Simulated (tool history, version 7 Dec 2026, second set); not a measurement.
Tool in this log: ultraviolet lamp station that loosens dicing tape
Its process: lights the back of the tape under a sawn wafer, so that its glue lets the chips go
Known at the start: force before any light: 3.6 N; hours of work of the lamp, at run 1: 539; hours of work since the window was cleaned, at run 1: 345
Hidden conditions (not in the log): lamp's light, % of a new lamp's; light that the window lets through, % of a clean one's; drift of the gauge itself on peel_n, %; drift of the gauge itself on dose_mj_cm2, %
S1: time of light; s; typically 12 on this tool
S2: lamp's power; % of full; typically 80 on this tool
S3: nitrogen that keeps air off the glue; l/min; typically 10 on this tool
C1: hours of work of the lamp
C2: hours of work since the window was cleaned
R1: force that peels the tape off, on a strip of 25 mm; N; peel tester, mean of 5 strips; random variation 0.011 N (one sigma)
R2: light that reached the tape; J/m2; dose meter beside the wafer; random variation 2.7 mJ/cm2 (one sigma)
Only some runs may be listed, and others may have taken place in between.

run 1 hour=0.0 | S1=12 S2=80 S3=10 | C1=539 C2=345 | R1=0.684 R2=2930
run 2 hour=51.0 | S1=12 S2=80 S3=10 | C1=578 C2=384 | R1=0.706 R2=2860
run 3 hour=87.6 | S1=12 S2=70 S3=10 | C1=606 C2=412 | R1=0.813 R2=2480
run 4 hour=145.8 | S1=12 S2=80 S3=10 | C1=651 C2=457 | R1=0.734 R2=2760
run 5 hour=207.3 | S1=12 S2=80 S3=10 | C1=698 C2=504 | R1=0.780 R2=2730
run 6 hour=242.7 | S1=12 S2=80 S3=10 | C1=726 C2=531 | R1=0.772 R2=2650
-- hour=276.5 window cleaned of glue's vapour
run 7 hour=306.4 | S1=12 S2=80 S3=6 | C1=774 C2=23 | R1=1.086 R2=2440
run 8 hour=346.6 | S1=12 S2=80 S3=15 | C1=805 C2=54 | R1=0.753 R2=2410
run 9 hour=372.5 | S1=12 S2=60 S3=18 | C1=825 C2=74 | R1=1.036 R2=1800
run 10 hour=406.6 | S1=12 S2=76 S3=8 | C1=851 C2=100 | R1=1.064 R2=2240
run 11 hour=441.1 | S1=12 S2=74 S3=20 | C1=878 C2=127 | R1=0.805 R2=2160
-- hour=487.1 window cleaned of glue's vapour, once more
run 12 hour=495.8 | S1=12 S2=74 S3=20 | C1=919 C2=7 | R1=0.626 R2=2620
-- hour=522.5 lamp changed
run 13 hour=544.3 | S1=20 S2=69 S3=5 | C1=17 C2=43 | R1=0.396 R2=5250
run 14 hour=578.5 | S1=6 S2=75 S3=17 | C1=43 C2=70 | R1=1.175 R2=1690
run 15 hour=616.9 | S1=6 S2=68 S3=10 | C1=73 C2=99 | R1=1.442 R2=1490

What does the tool deliver on the next run?
run 16 hour=673.3 | S1=14 S2=87 S3=17 | C1=116 C2=142 | R1=? R2=?

{"run 16": {"R1": 0.283, "R2": 4400}}
With no hidden state in the tool, this same run would have given R1 0.252 N, R2 4760 J/m2.
